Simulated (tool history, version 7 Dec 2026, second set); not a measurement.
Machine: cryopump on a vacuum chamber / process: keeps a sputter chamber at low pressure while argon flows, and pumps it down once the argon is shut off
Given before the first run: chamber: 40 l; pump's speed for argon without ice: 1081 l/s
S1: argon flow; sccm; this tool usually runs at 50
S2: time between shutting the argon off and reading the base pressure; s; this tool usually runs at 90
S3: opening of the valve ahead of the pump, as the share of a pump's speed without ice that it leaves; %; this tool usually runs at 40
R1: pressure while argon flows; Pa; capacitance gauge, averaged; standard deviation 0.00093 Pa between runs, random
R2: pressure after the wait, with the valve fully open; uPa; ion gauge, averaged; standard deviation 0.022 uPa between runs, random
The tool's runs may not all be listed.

Run 1, hour 0: usual settings. Result: R1 0.2098 Pa, R2 1.28 uPa.
Run 2, hour 19.4: usual settings. Result: R1 0.2107 Pa, R2 1.33 uPa.
Run 3, hour 57.2: usual settings but S2 208 s. Result: R1 0.2097 Pa, R2 1.17 uPa.
Run 4, hour 74.8: usual settings. Result: R1 0.2129 Pa, R2 1.43 uPa.
Run 5, hour 114.1: usual settings. Result: R1 0.2125 Pa, R2 1.45 uPa.
Run 6, hour 136.9: usual settings. Result: R1 0.2121 Pa, R2 1.46 uPa.
At hour 147.1: pump warmed up, emptied and cooled again.
Run 7, hour 177.1: usual settings but S1 46 sccm. Result: R1 0.1812 Pa, R2 1.32 uPa.
Run 8, hour 194.4: usual settings but S1 46 sccm. Result: R1 0.1825 Pa, R2 1.29 uPa.
Run 9, hour 213.9: usual settings but S1 46 sccm. Result: R1 0.183 Pa, R2 1.35 uPa.
Run 10, hour 233.2: usual settings but S3 53 %. Result: R1 0.1518 Pa, R2 1.33 uPa.
Run 11, hour 272.5: usual settings but S1 79 sccm, S3 25 %. Result: R1 0.5031 Pa, R2 1.4 uPa.
Run 12, hour 290.3: usual settings but S1 26 sccm. Result: R1 0.1039 Pa, R2 1.45 uPa.
Run 13, hour 327: usual settings but S2 258 s. Result: R1 0.203 Pa, R2 1.2 uPa.

Estimate the outcome of run 14 from the log above:
Run 14, hour 348.8: usual settings but S2 258 s. Result: R1 ?, R2 ?.

Run 14 produced R1 0.2033 Pa, R2 1.24 uPa.
Minus the tool's unlogged condition, the same run would have read R1 0.1956 Pa, R2 0.44 uPa.
